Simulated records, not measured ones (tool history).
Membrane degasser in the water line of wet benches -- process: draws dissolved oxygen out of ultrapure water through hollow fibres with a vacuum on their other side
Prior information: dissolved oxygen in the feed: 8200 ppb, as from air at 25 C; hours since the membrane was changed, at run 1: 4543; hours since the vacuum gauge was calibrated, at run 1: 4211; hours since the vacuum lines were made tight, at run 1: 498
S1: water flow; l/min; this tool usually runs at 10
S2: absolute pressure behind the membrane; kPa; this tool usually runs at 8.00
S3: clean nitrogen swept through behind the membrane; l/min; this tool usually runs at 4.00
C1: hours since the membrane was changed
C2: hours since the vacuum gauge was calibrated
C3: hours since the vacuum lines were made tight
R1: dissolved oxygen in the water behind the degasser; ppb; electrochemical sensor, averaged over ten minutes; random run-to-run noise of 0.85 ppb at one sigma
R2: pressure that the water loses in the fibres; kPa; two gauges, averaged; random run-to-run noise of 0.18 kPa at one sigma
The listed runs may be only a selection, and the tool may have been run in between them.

run,day,S1,S2,S3,C1,C2,C3,R1,R2
1,0.000,10,8.00,4.00,4543,4211,498,88.5,32.92
2,4.179,10,8.00,4.00,4643,4311,598,89.7,32.58
3,8.258,10,8.00,4.00,4741,4409,696,88.2,32.04
4,15.421,10,8.00,4.00,4913,4581,868,92.0,32.63
5,20.467,10,8.00,4.00,5034,4702,989,89.5,32.60
# day 20.908: vacuum gauge calibrated
6,27.042,10,8.00,2.89,5192,147,1147,103.4,32.53
7,33.208,10,8.00,2.89,5340,295,1295,102.6,32.63
8,40.579,10,8.00,4.00,5516,472,1472,93.3,32.62
9,44.858,10,8.00,4.00,5619,575,1574,92.4,32.50
10,52.246,10,8.00,4.00,5796,752,1752,92.7,32.29
# day 56.096: vacuum gauge calibrated, once more
11,58.462,10,8.00,4.00,5945,57,1900,89.0,32.56
12,61.592,10,8.00,4.00,6020,132,1975,89.1,32.82
13,68.838,10,8.00,4.00,6194,306,2149,89.5,32.44
14,74.758,10,8.00,4.00,6336,448,2291,88.9,32.33
15,81.283,10,8.00,4.00,6493,604,2448,90.3,32.93
16,86.704,10,8.00,4.00,6623,735,2578,90.5,32.77
17,92.850,7,8.00,4.00,6770,882,2726,43.9,23.22
18,99.125,13,4.98,4.00,6921,1033,2876,127.5,42.63
19,105.500,13,4.98,4.00,7074,1186,3029,128.9,42.71
20,109.962,10,15.89,2.81,7181,1293,3136,171.2,32.90
21,115.658,10,15.89,2.81,7318,1429,3273,173.0,32.91
22,121.350,10,15.89,2.81,7454,1566,3410,172.1,33.12
23,127.596,10,15.89,2.81,7604,1716,3559,176.4,32.95
24,133.600,10,15.89,2.81,7748,1860,3704,173.2,32.97
25,138.679,10,15.89,2.81,7870,1982,3825,175.3,32.78
26,143.088,11,15.89,2.81,7976,2088,3931,200.1,36.25
27,146.917,7,8.00,6.17,8068,2180,4023,38.1,22.96
28,153.604,8,7.77,6.17,8229,2340,4184,51.5,26.29
29,157.842,12,13.04,4.70,8330,2442,4285,163.0,39.92
# day 162.338: seals of the vacuum lines changed
30,163.796,9,7.24,4.70,8471,2583,35,68.8,29.99
31,171.129,13,5.38,6.94,8647,2759,211,129.2,42.93
32,176.192,13,5.38,6.94,8769,2880,332,129.9,42.97
33,182.996,13,5.38,6.94,8932,3044,496,129.8,42.94

3 options for the next run, each taken on its own from the tool as it stands now. Forecast them:
A,189.875,13,10.45,3.48,9097,3209,661,?,?
B,189.875,8,9.07,3.18,9097,3209,661,?,?
C,189.875,15,5.38,6.94,9097,3209,661,?,?

run,R1,R2
A,185.2,43.01
B,72.5,26.60
C,175.2,49.76
The same runs, with their run-to-run variation unchanged, on a tool lacking any hidden condition would have given:
run,R1,R2
A,159.5,40.83
B,62.1,25.25
C,143.4,47.23
